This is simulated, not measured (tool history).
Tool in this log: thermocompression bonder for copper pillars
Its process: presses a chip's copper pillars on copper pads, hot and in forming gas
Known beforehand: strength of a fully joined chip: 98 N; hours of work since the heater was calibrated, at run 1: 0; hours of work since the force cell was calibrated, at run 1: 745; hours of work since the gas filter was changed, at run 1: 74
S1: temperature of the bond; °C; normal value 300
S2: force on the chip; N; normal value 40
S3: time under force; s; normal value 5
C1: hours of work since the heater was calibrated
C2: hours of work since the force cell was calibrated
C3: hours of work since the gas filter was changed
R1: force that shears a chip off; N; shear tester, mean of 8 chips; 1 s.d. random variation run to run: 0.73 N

run,day,S1,S2,S3,C1,C2,C3,R1
1,0,300,40,5,0,745,74,66.3
2,2.629,300,40,5,35,780,109,64.8
3,4.708,300,40,5,63,807,137,65.8
# day 5.725: forming gas filter changed
4,8.079,300,40,5,107,852,31,67.3
5,9.742,309,40,5,129,874,53,71.3
6,12.825,309,40,5,170,915,94,70.2
7,15.221,309,40,3,202,947,126,60.3
# day 17.092: forming gas filter changed
8,17.679,309,40,3,234,979,8,60.9
9,19.383,300,25,5,257,1002,30,49
10,22.225,300,25,5,295,1040,68,49.5
11,25.321,300,40,5,336,1081,109,65.8
# day 28.479: forming gas filter changed
12,28.483,300,32,5,378,1123,0,58
13,30.417,300,32,5,403,1148,26,57.8
14,32.488,300,32,5,431,1176,53,58.4
15,36.017,300,32,5,478,1223,100,57.6
16,38.875,300,30,5,516,1261,138,55.9
# day 39.738: forming gas filter changed
17,41.05,300,30,5,544,1289,17,55.4
18,43.371,300,30,15,575,1320,48,74.9
19,46.35,300,30,15,615,1360,88,74.5
20,50.233,312,40,15,666,1411,139,86.8
# day 51.254: forming gas filter changed
21,54.158,312,40,15,718,1463,39,87
22,57.821,292,40,15,767,1512,87,79.7
23,60.1,292,40,15,797,1542,118,80
# day 61.342: heater calibrated with a thermocouple chip
# day 62.679: forming gas filter changed
24,62.717,300,40,5,18,1575,1,66.3
25,66.279,300,40,5,65,1623,48,65.3
26,69.617,285,59,9,110,1667,92,80.9
27,71.588,328,33,7,136,1693,118,76.3
# day 74.046: forming gas filter changed
# day 74.438: force cell calibrated
28,74.571,289,36,5,174,2,6,57.8
29,76.942,271,40,5,206,33,38,50.9
30,79.075,271,40,8,234,62,66,60
31,80.842,279,30,5,258,85,90,46.3
32,83.996,275,24,12,300,127,131,51.7
# day 85.517: forming gas filter changed
33,86.967,275,24,12,339,166,19,50.7

5 options for the next run, each taken on its own from the tool as it stands now. Forecast them:
A,90.992,289,24,12,392,220,73,?
B,90.992,327,40,4,392,220,73,?
C,90.992,277,36,5,392,220,73,?
D,90.992,275,34,10,392,220,73,?
E,90.992,295,40,7,392,220,73,?

run,R1
A,57.9
B,72
C,49.6
D,59.9
E,68.2
Had the tool no hidden state, the same runs would have come out as:
run,R1
A,58.2
B,72.3
C,49.9
D,60.2
E,68.5

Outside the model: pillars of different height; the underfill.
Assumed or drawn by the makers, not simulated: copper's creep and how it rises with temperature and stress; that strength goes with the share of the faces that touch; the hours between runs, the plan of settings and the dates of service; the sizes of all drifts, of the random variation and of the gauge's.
